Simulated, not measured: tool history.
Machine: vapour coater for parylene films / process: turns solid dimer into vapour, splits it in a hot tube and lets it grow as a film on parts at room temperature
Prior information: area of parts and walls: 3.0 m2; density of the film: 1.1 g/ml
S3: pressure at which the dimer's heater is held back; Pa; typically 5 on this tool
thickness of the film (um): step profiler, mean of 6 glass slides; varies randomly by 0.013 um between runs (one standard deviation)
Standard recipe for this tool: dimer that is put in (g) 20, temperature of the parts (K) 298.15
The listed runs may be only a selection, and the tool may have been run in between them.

{"run": 1, "hour": 0.0, "dimer that is put in (g)": 20, "temperature of the parts (K)": 298.15, "S3": 5, "thickness of the film (um)": 3.52}
{"run": 2, "hour": 34.6, "dimer that is put in (g)": 20, "temperature of the parts (K)": 298.15, "S3": 8.55, "thickness of the film (um)": 3.41}
{"run": 3, "hour": 100.0, "dimer that is put in (g)": 20, "temperature of the parts (K)": 305.15, "S3": 5, "thickness of the film (um)": 3.11}
{"run": 4, "hour": 153.2, "dimer that is put in (g)": 20, "temperature of the parts (K)": 305.15, "S3": 5, "thickness of the film (um)": 3.11}
{"run": 5, "hour": 224.0, "dimer that is put in (g)": 20, "temperature of the parts (K)": 305.15, "S3": 5, "thickness of the film (um)": 3.12}
{"run": 6, "hour": 289.0, "dimer that is put in (g)": 15, "temperature of the parts (K)": 298.15, "S3": 5, "thickness of the film (um)": 2.64}
{"hour": 347.8, "done": "trap's valve overhauled"}
{"run": 7, "hour": 364.5, "dimer that is put in (g)": 15, "temperature of the parts (K)": 298.15, "S3": 5, "thickness of the film (um)": 2.65}
{"run": 8, "hour": 412.2, "dimer that is put in (g)": 20, "temperature of the parts (K)": 298.15, "S3": 5, "thickness of the film (um)": 3.54}
{"run": 9, "hour": 442.3, "dimer that is put in (g)": 20, "temperature of the parts (K)": 298.15, "S3": 5, "thickness of the film (um)": 3.56}
{"run": 10, "hour": 483.8, "dimer that is put in (g)": 20, "temperature of the parts (K)": 298.15, "S3": 5, "thickness of the film (um)": 3.55}
{"run": 11, "hour": 545.8, "dimer that is put in (g)": 20, "temperature of the parts (K)": 298.15, "S3": 5, "thickness of the film (um)": 3.58}
{"run": 12, "hour": 578.3, "dimer that is put in (g)": 9, "temperature of the parts (K)": 298.15, "S3": 5, "thickness of the film (um)": 1.59}
{"run": 13, "hour": 645.6, "dimer that is put in (g)": 9, "temperature of the parts (K)": 298.15, "S3": 5, "thickness of the film (um)": 1.61}
{"run": 14, "hour": 678.3, "dimer that is put in (g)": 20, "temperature of the parts (K)": 298.15, "S3": 5, "thickness of the film (um)": 3.54}
{"run": 15, "hour": 725.3, "dimer that is put in (g)": 20, "temperature of the parts (K)": 300.15, "S3": 4.02, "thickness of the film (um)": 3.48}
{"run": 16, "hour": 776.4, "dimer that is put in (g)": 20, "temperature of the parts (K)": 297.15, "S3": 2.16, "thickness of the film (um)": 3.8}
{"run": 17, "hour": 824.4, "dimer that is put in (g)": 13, "temperature of the parts (K)": 295.15, "S3": 4.19, "thickness of the film (um)": 2.48}
{"run": 18, "hour": 897.7, "dimer that is put in (g)": 14, "temperature of the parts (K)": 304.15, "S3": 5, "thickness of the film (um)": 2.24}
{"run": 19, "hour": 928.9, "dimer that is put in (g)": 16, "temperature of the parts (K)": 298.15, "S3": 3.94, "thickness of the film (um)": 2.87}
{"run": 20, "hour": 995.7, "dimer that is put in (g)": 20, "temperature of the parts (K)": 304.15, "S3": 3.08, "thickness of the film (um)": 3.29}
{"run": 21, "hour": 1059.2, "dimer that is put in (g)": 20, "temperature of the parts (K)": 297.15, "S3": 5.08, "thickness of the film (um)": 3.64}
{"run": 22, "hour": 1114.0, "dimer that is put in (g)": 8, "temperature of the parts (K)": 293.15, "S3": 5, "thickness of the film (um)": 1.56}
{"run": 23, "hour": 1150.7, "dimer that is put in (g)": 17, "temperature of the parts (K)": 300.15, "S3": 5.32, "thickness of the film (um)": 2.95}
{"run": 24, "hour": 1186.7, "dimer that is put in (g)": 20, "temperature of the parts (K)": 309.15, "S3": 5, "thickness of the film (um)": 2.95}
{"run": 25, "hour": 1239.2, "dimer that is put in (g)": 20, "temperature of the parts (K)": 299.15, "S3": 2.31, "thickness of the film (um)": 3.66}
{"run": 26, "hour": 1276.5, "dimer that is put in (g)": 20, "temperature of the parts (K)": 292.15, "S3": 6.9, "thickness of the film (um)": 3.9}
{"run": 27, "hour": 1341.5, "dimer that is put in (g)": 20, "temperature of the parts (K)": 300.15, "S3": 6.02, "thickness of the film (um)": 3.43}

Below are 4 alternative next runs, each starting from the tool's condition after run 27. Predict each:
{"run": "A", "hour": 1410.7, "dimer that is put in (g)": 27, "temperature of the parts (K)": 300.15, "S3": 6.02, "thickness of the film (um)": "?"}
{"run": "B", "hour": 1410.7, "dimer that is put in (g)": 22, "temperature of the parts (K)": 300.15, "S3": 6.02, "thickness of the film (um)": "?"}
{"run": "C", "hour": 1410.7, "dimer that is put in (g)": 35, "temperature of the parts (K)": 309.15, "S3": 11.29, "thickness of the film (um)": "?"}
{"run": "D", "hour": 1410.7, "dimer that is put in (g)": 27, "temperature of the parts (K)": 297.15, "S3": 2.28, "thickness of the film (um)": "?"}

run=A thickness_of_the_film_(um)=4.62
run=B thickness_of_the_film_(um)=3.77
run=C thickness_of_the_film_(um)=4.91
run=D thickness_of_the_film_(um)=5.15
The same runs, with their run-to-run variation unchanged, on a tool lacking any hidden condition would have given:
run=A thickness_of_the_film_(um)=4.56
run=B thickness_of_the_film_(um)=3.72
run=C thickness_of_the_film_(um)=4.84
run=D thickness_of_the_film_(um)=5.08

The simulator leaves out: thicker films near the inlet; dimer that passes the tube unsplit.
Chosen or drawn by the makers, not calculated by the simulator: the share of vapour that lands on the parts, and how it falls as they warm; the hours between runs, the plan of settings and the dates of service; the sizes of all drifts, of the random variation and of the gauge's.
